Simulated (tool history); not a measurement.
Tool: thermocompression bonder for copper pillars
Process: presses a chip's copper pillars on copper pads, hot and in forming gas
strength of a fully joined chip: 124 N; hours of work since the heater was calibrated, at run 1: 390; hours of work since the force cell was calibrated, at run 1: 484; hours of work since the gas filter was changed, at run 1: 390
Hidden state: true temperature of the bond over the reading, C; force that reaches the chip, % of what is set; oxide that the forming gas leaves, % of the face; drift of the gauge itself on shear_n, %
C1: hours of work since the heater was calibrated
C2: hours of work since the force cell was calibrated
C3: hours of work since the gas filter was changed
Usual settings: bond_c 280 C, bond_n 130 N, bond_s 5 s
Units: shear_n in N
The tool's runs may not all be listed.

{"run": 1, "hour": 0.0, "bond_c": 280, "bond_n": 130, "bond_s": 5, "C1": 390, "C2": 484, "C3": 390, "shear_n": 84.1}
{"run": 2, "hour": 39.9, "bond_c": 280, "bond_n": 130, "bond_s": 3, "C1": 409, "C2": 504, "C3": 409, "shear_n": 73.2}
{"run": 3, "hour": 110.7, "bond_c": 280, "bond_n": 98, "bond_s": 3, "C1": 444, "C2": 538, "C3": 444, "shear_n": 59.2}
{"run": 4, "hour": 159.9, "bond_c": 280, "bond_n": 98, "bond_s": 3, "C1": 468, "C2": 562, "C3": 468, "shear_n": 59.0}
{"hour": 212.8, "done": "forming gas filter changed"}
{"run": 5, "hour": 220.8, "bond_c": 280, "bond_n": 98, "bond_s": 3, "C1": 498, "C2": 592, "C3": 4, "shear_n": 61.0}
{"run": 6, "hour": 277.5, "bond_c": 280, "bond_n": 98, "bond_s": 3, "C1": 525, "C2": 620, "C3": 32, "shear_n": 61.1}
{"run": 7, "hour": 341.9, "bond_c": 280, "bond_n": 130, "bond_s": 3, "C1": 557, "C2": 651, "C3": 63, "shear_n": 74.4}
{"run": 8, "hour": 377.9, "bond_c": 280, "bond_n": 130, "bond_s": 3, "C1": 574, "C2": 669, "C3": 81, "shear_n": 74.6}
{"run": 9, "hour": 435.3, "bond_c": 280, "bond_n": 130, "bond_s": 3, "C1": 603, "C2": 697, "C3": 109, "shear_n": 74.3}
{"run": 10, "hour": 472.4, "bond_c": 280, "bond_n": 130, "bond_s": 3, "C1": 621, "C2": 715, "C3": 127, "shear_n": 74.2}
{"run": 11, "hour": 519.9, "bond_c": 301, "bond_n": 149, "bond_s": 7, "C1": 644, "C2": 738, "C3": 150, "shear_n": 110.8}
{"run": 12, "hour": 586.9, "bond_c": 301, "bond_n": 149, "bond_s": 7, "C1": 677, "C2": 771, "C3": 183, "shear_n": 110.1}
{"run": 13, "hour": 627.1, "bond_c": 266, "bond_n": 97, "bond_s": 7, "C1": 696, "C2": 791, "C3": 203, "shear_n": 66.5}
{"hour": 633.1, "done": "heater calibrated with a thermocouple chip"}
{"run": 14, "hour": 674.0, "bond_c": 291, "bond_n": 110, "bond_s": 5, "C1": 20, "C2": 813, "C3": 225, "shear_n": 86.8}
{"run": 15, "hour": 714.7, "bond_c": 300, "bond_n": 126, "bond_s": 5, "C1": 40, "C2": 833, "C3": 244, "shear_n": 99.4}
{"run": 16, "hour": 748.1, "bond_c": 301, "bond_n": 178, "bond_s": 6, "C1": 56, "C2": 849, "C3": 261, "shear_n": 114.0}
{"hour": 794.7, "done": "heater calibrated with a thermocouple chip, once more"}
{"run": 17, "hour": 799.8, "bond_c": 285, "bond_n": 106, "bond_s": 6, "C1": 2, "C2": 873, "C3": 285, "shear_n": 77.6}
{"hour": 852.1, "done": "force cell calibrated"}
{"run": 18, "hour": 852.5, "bond_c": 285, "bond_n": 106, "bond_s": 6, "C1": 28, "C2": 0, "C3": 310, "shear_n": 82.6}
{"run": 19, "hour": 889.9, "bond_c": 285, "bond_n": 106, "bond_s": 6, "C1": 46, "C2": 18, "C3": 328, "shear_n": 82.0}

Forecast each of these 5 alternatives for the next run:
{"run": "A", "hour": 960.9, "bond_c": 288, "bond_n": 103, "bond_s": 7, "C1": 81, "C2": 53, "C3": 363, "shear_n": "?"}
{"run": "B", "hour": 960.9, "bond_c": 301, "bond_n": 106, "bond_s": 6, "C1": 81, "C2": 53, "C3": 363, "shear_n": "?"}
{"run": "C", "hour": 960.9, "bond_c": 271, "bond_n": 133, "bond_s": 7, "C1": 81, "C2": 53, "C3": 363, "shear_n": "?"}
{"run": "D", "hour": 960.9, "bond_c": 307, "bond_n": 171, "bond_s": 8, "C1": 81, "C2": 53, "C3": 363, "shear_n": "?"}
{"run": "E", "hour": 960.9, "bond_c": 294, "bond_n": 174, "bond_s": 6, "C1": 81, "C2": 53, "C3": 363, "shear_n": "?"}

run=A shear_n=86.3
run=B shear_n=93.7
run=C shear_n=85.3
run=D shear_n=115.4
run=E shear_n=108.6
Without the tool's hidden state the same runs would have given:
run=A shear_n=88.9
run=B shear_n=96.5
run=C shear_n=87.8
run=D shear_n=118.4
run=E shear_n=111.5

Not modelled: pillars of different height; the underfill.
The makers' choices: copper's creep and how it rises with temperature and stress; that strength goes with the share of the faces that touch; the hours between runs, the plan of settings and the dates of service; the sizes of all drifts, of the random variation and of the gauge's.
